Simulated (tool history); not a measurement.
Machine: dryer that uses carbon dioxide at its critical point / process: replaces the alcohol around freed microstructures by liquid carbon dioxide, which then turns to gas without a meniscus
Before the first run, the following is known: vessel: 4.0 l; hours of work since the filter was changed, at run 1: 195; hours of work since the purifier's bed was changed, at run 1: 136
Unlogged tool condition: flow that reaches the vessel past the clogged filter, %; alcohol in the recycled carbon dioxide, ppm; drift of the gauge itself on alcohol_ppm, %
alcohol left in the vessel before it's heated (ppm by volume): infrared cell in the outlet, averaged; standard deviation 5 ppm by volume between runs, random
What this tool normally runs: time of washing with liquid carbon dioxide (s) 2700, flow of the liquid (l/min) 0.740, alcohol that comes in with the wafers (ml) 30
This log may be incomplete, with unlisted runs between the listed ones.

run   hour  time of washing with liquid carbon dioxide (s)  flow of the liquid (l/min)  alcohol that comes in with the wafers (ml)  hours of work since the filter was changed  hours of work since the purifier's bed was changed  alcohol left in the vessel before it's heated (ppm by volume)
  1    0.0                                            2700                       0.740                                          30                                         195                                                 136                                                             39
  2    5.6                                            2700                       0.740                                         113                                         198                                                 139                                                             67
  3   12.7                                            2700                       0.740                                         113                                         201                                                 142                                                             71
  4   22.7                                            2700                       0.740                                         113                                         206                                                 147                                                             67
  5   31.3                                            2700                       0.740                                         113                                         210                                                 151                                                             74
  6   41.1                                            2700                       0.740                                         113                                         215                                                 156                                                             77
  7   47.7                                            2700                       0.740                                          55                                         218                                                 159                                                             57
  8   55.6                                            2700                       0.740                                          55                                         222                                                 163                                                             62
  9   66.1                                            2700                       0.740                                         113                                         227                                                 168                                                             78
 10   74.0                                            1740                       0.740                                         113                                         231                                                 172                                                            448
 11   79.8                                            2340                       0.740                                          30                                         234                                                 175                                                             63
 12   87.0                                            2340                       0.740                                          30                                         238                                                 178                                                             67
 13   94.3                                            2700                       0.740                                          30                                         241                                                 182                                                             57
 14  100.7                                            3540                       0.740                                          30                                         244                                                 185                                                             45
 15  110.3                                            3540                       0.636                                          30                                         249                                                 190                                                             39
 16  116.6                                            3540                       0.636                                          30                                         252                                                 193                                                             42
 17  126.0                                            2700                       0.740                                          30                                         257                                                 197                                                             60
 18  135.6                                            2700                       0.740                                          30                                         261                                                 202                                                             64
 19  146.1                                            2700                       0.740                                          30                                         266                                                 207                                                             65
 20  154.9                                            2700                       0.740                                          30                                         271                                                 211                                                             58
 21  160.9                                            2700                       0.740                                          30                                         274                                                 214                                                             61
 22  168.4                                            2700                       0.740                                          30                                         277                                                 218                                                             51
 23  177.5                                            2700                       0.740                                          30                                         282                                                 222                                                             59
 24  183.1                                            2700                       0.740                                          30                                         284                                                 225                                                             66
 25  193.4                                            2700                       1.068                                          41                                         289                                                 230                                                             49
 26  200.2                                            2700                       1.068                                          41                                         293                                                 233                                                             53
 27  207.5                                            3360                       1.021                                          22                                         296                                                 237                                                             48
 28  215.4                                            3360                       1.021                                          22                                         300                                                 241                                                             53
 29  225.1                                            2700                       0.740                                         112                                         305                                                 245                                                            105
 30  233.0                                            2700                       0.740                                         112                                         309                                                 249                                                            103
 31  243.1                                            2460                       1.016                                          50                                         314                                                 254                                                             55

What does the tool deliver on the next run?
 32  249.5                                            1860                       0.834                                          26                                         317                                                 257                                                              ?

alcohol left in the vessel before it's heated (ppm by volume): 93
Without the tool's hidden state the same run would have given alcohol left in the vessel before it's heated (ppm by volume) 28.

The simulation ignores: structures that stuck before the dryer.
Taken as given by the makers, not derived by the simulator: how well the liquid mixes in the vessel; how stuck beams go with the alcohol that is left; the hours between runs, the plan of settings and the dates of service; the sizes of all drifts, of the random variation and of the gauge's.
